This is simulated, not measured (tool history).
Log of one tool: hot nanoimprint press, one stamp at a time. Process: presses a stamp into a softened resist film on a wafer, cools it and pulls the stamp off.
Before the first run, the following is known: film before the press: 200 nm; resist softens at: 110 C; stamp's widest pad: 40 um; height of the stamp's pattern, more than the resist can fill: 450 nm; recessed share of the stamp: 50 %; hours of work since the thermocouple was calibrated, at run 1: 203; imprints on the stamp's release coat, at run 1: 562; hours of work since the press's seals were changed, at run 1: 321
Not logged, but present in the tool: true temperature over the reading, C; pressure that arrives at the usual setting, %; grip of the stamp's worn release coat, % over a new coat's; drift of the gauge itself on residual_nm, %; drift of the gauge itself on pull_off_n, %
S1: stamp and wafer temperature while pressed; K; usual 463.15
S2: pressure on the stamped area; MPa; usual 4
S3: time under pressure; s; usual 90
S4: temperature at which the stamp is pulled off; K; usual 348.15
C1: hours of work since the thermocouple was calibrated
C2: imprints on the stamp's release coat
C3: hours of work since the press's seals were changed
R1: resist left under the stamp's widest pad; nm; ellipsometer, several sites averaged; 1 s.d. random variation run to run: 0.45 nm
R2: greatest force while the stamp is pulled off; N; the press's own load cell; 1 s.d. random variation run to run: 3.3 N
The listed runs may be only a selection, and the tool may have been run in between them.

run,day,S1,S2,S3,S4,C1,C2,C3,R1,R2
1,0,463.15,4,90,348.15,203,562,321,80.8,168
2,0.492,463.15,4,90,348.15,213,616,331,80.4,171
3,0.854,463.15,4,90,348.15,220,656,337,81.2,177
4,1.596,463.15,4,90,348.15,234,738,352,80.5,183
5,2.108,463.15,4,90,342.15,243,795,361,80.8,208
6,2.546,463.15,4,90,342.15,252,843,370,81.2,209
7,2.942,474.15,4,90,342.15,259,887,377,46.7,205
8,3.571,474.15,4,90,342.15,271,956,389,46.7,213
9,4.467,474.15,4,90,342.15,288,1055,406,46.8,217
10,4.929,474.15,4,90,342.15,297,1106,415,46.7,221
11,5.471,474.15,4,90,353.15,307,1166,425,47,180
# day 5.996: plate thermocouple calibrated
12,5.996,454.15,4,90,348.15,0,1209,433,119.1,192
13,6.738,454.15,4,90,348.15,14,1291,447,119.3,186
14,7.583,454.15,4,90,348.15,30,1385,463,119.6,215
# day 8.104: stamp cleaned and given a new release coat
15,8.629,454.15,4,90,348.15,45,58,478,119.5,153
16,9.062,452.15,4,90,349.15,53,106,486,128.4,156
17,9.567,452.15,4,90,349.15,63,162,496,129.1,158
18,10.262,452.15,4,90,349.15,76,239,509,128.9,156
# day 10.562: plate thermocouple calibrated, once more
19,11.05,452.15,4,90,349.15,9,312,521,136.5,171
# day 11.433: press's hydraulic seals changed and the load cell set to zero
20,11.946,466.15,2.64,90,356.15,20,374,10,85.7,145
21,12.412,466.15,2.64,90,356.15,29,425,19,85.8,143
22,13.304,474.15,3.68,150,348.15,46,523,36,39.9,177
23,14.208,474.15,3.68,150,348.15,63,623,53,39.6,175
24,15.112,474.15,3.68,150,348.15,80,723,70,39.1,182
25,15.646,474.15,3.68,150,348.15,90,781,80,38.4,181
26,16.367,460.15,4,105,348.15,104,861,94,89.1,186
27,17.046,460.15,4,159,348.15,117,936,107,75.1,183
28,17.712,463.15,4.97,109,348.15,129,1009,119,68.8,194
29,18.1,463.15,3.82,148,348.15,137,1052,126,67.2,195
30,18.504,463.15,4.75,148,338.15,144,1097,134,61.3,230

Consider 4 possible next runs. They are alternatives, not a sequence: every one starts from the tool as it was left by run 30. What does each give?
A,18.867,475.15,4,162,350.15,151,1137,141,?,?
B,18.867,470.15,2.65,73,348.15,151,1137,141,?,?
C,18.867,452.15,4.75,148,338.15,151,1137,141,?,?
D,18.867,463.15,4.75,102,338.15,151,1137,141,?,?

run,R1,R2
A,34.7,194
B,76.6,194
C,107.9,231
D,72.3,232
Without the tool's unlogged condition, the same runs would have read:
run,R1,R2
A,35.1,157
B,77.6,156
C,109.3,186
D,73.2,187
